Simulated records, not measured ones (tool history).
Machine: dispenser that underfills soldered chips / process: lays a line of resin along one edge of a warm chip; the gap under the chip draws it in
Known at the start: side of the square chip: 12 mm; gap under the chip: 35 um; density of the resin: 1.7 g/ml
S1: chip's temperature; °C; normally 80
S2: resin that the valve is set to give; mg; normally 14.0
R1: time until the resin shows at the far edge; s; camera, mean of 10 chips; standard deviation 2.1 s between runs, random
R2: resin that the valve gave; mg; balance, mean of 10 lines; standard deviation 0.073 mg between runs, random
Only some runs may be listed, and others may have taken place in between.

run	day	S1	S2	R1	R2
1	0.000	80	14.0	214.2	14.01
2	0.483	80	14.0	278.7	13.87
# day 0.575: new syringe of resin
3	1.075	80	14.0	281.2	13.90
# day 1.192: new syringe of resin
4	1.454	80	11.9	255.4	11.65
# day 1.767: new syringe of resin
5	1.925	80	11.9	247.6	11.79
# day 2.371: new syringe of resin
6	2.475	80	12.6	231.7	12.23
# day 2.988: new syringe of resin
7	2.988	80	12.6	215.6	12.10
8	3.438	80	12.6	286.8	12.06
# day 3.579: new syringe of resin
9	4.096	80	12.6	302.8	12.08
# day 4.171: new syringe of resin
# day 4.283: dispensing valve cleaned and set on the balance
10	4.529	80	12.6	262.8	12.68
# day 4.800: new syringe of resin
11	4.917	80	12.6	232.2	12.48
# day 5.396: new syringe of resin
12	5.396	80	14.0	215.0	13.82
13	5.683	80	14.0	258.1	13.69
# day 5.983: new syringe of resin
14	6.092	80	14.0	237.2	13.79
15	6.471	82	14.0	266.0	13.53
# day 6.592: new syringe of resin
16	7.021	82	14.0	257.9	13.57
# day 7.175: new syringe of resin
17	7.642	82	14.0	265.8	13.49
# day 7.796: new syringe of resin
18	8.000	76	16.6	293.8	15.85
19	8.312	76	16.6	353.9	15.74
# day 8.412: new syringe of resin
# day 8.725: dispensing valve cleaned and set on the balance
20	8.754	92	16.3	155.7	16.32
# day 9.050: new syringe of resin
21	9.312	81	14.1	247.8	14.01
# day 9.650: new syringe of resin
22	9.729	91	13.6	146.9	13.42
23	10.121	91	13.6	187.2	13.41
# day 10.233: new syringe of resin
24	10.583	91	13.6	170.7	13.28
# day 10.812: new syringe of resin
25	11.208	91	13.6	180.4	13.22
# day 11.408: new syringe of resin
26	11.754	91	16.0	169.9	15.42
# day 12.033: new syringe of resin
27	12.292	77	15.6	288.1	15.00
28	12.554	94	17.4	166.7	16.53
# day 12.617: new syringe of resin
29	12.946	94	14.8	149.9	14.25
# day 13.167: dispensing valve cleaned and set on the balance
# day 13.271: new syringe of resin
30	13.504	69	14.8	412.5	14.78
31	13.796	68	15.0	508.7	14.87
# day 13.892: new syringe of resin
32	14.396	75	13.2	371.5	12.91
# day 14.492: new syringe of resin
33	15.033	75	13.2	391.2	12.77
# day 15.079: new syringe of resin
34	15.575	80	12.9	314.9	12.48

Each row is a separate what-if for the run after 34, all from the same tool condition, not one after another. Results?
# day 15.667: new syringe of resin
A	16.175	80	11.9	?	?
# day 15.667: new syringe of resin
B	16.175	72	14.6	?	?
# day 15.667: new syringe of resin
C	16.175	80	13.5	?	?

run	R1	R2
A	322.4	11.37
B	448.7	14.08
C	311.3	13.04
Had the tool no hidden state, the same runs would have come out as:
run	R1	R2
A	211.5	11.84
B	294.8	14.65
C	205.0	13.58
